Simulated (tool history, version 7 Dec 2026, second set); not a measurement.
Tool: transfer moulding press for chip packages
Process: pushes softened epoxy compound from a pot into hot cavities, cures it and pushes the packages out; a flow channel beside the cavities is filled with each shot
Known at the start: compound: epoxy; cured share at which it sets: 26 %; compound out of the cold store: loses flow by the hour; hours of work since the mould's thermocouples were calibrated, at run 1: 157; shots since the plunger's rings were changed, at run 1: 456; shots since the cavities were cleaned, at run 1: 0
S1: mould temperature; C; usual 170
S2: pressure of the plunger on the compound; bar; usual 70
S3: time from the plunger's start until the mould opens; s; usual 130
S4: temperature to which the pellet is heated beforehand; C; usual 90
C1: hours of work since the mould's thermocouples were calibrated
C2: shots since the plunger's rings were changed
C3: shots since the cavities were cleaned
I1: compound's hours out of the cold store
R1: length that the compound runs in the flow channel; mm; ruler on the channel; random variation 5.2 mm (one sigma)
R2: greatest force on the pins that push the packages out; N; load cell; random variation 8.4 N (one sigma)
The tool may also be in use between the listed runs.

run	hour	S1	S2	S3	S4	C1	C2	C3	I1	R1	R2
1	0	170	70	130	90	157	456	0	35.8	494	363
2	18.7	170	70	130	90	170	635	179	13	568	530
3	52.9	170	70	130	90	193	962	506	28.6	522	664
# hour 70.5: cavities cleaned with cleaning compound and waxed
4	89	170	70	130	90	216	1293	177	24.3	535	514
5	114	170	70	130	90	233	1532	416	45.9	461	639
6	129.5	170	70	130	90	243	1680	564	20.9	533	670
# hour 140.4: cavities cleaned with cleaning compound and waxed
7	163.8	170	70	130	100	265	1994	223	12.4	561	536
8	191.7	170	70	130	100	284	2261	490	47.8	451	622
# hour 211: cavities cleaned with cleaning compound and waxed
9	225.1	170	70	130	100	306	2566	135	43.1	461	470
10	252.1	170	70	130	100	324	2824	393	44.3	465	602
# hour 281.4: cavities cleaned with cleaning compound and waxed
11	281.8	170	70	130	100	343	3094	4	16.6	551	375
12	302.3	170	70	130	100	357	3289	199	32.3	500	518
13	321.5	170	70	130	100	370	3473	383	38.5	463	594
# hour 327.5: mould's thermocouples calibrated
# hour 352.8: cavities cleaned with cleaning compound and waxed
14	354	170	70	130	100	17	3751	13	37.5	472	388
15	380.2	176	70	132	100	34	4001	263	8.8	555	528
16	405.3	166	70	132	100	51	4241	503	22.7	518	758
# hour 422.3: cavities cleaned with cleaning compound and waxed
17	434.2	174	55.3	161	95	70	4503	114	42.6	398	422
18	461	170	70	130	82	88	4759	370	23.2	504	600
# hour 492.4: cavities cleaned with cleaning compound and waxed
19	492.4	170	54.2	130	91	108	5045	0	35.7	417	377
20	520.6	170	53.2	131	91	127	5315	270	12.6	481	570
21	545.2	171	60.5	149	98	144	5550	505	42.5	418	613
# hour 562: cavities cleaned with cleaning compound and waxed
22	581.9	170	70	130	84	167	5886	190	38.8	463	537
23	602.8	170	70	130	84	181	6086	390	44.5	442	632
# hour 619.1: plunger's sealing rings changed
# hour 636.1: cavities cleaned with cleaning compound and waxed
24	641.7	170	70	130	84	205	202	53	45.9	464	413
25	658.9	170	70	130	84	216	367	218	38.5	489	543
26	693.8	168	70	147	84	240	701	552	32.6	513	649
# hour 705.4: cavities cleaned with cleaning compound and waxed
27	718.1	164	56.7	124	97	255	918	121	44.7	431	628
28	751.5	176	70	130	89	278	1237	440	27.7	516	578

4 ways to go on from here, each from the tool as it stands after run 28. What would each give?
A	771.7	176	69.1	130	89	291	1431	634	31.2	?	?
B	771.7	170	70	128	95	291	1431	634	41.7	?	?
C	771.7	170	70	153	95	291	1431	634	29.3	?	?
D	771.7	176	58.4	130	82	291	1431	634	31.2	?	?

run	R1	R2
A	488	632
B	473	710
C	515	646
D	453	619
Without the tool's hidden state the same runs would have given:
run	R1	R2
A	497	337
B	482	380
C	526	342
D	462	331
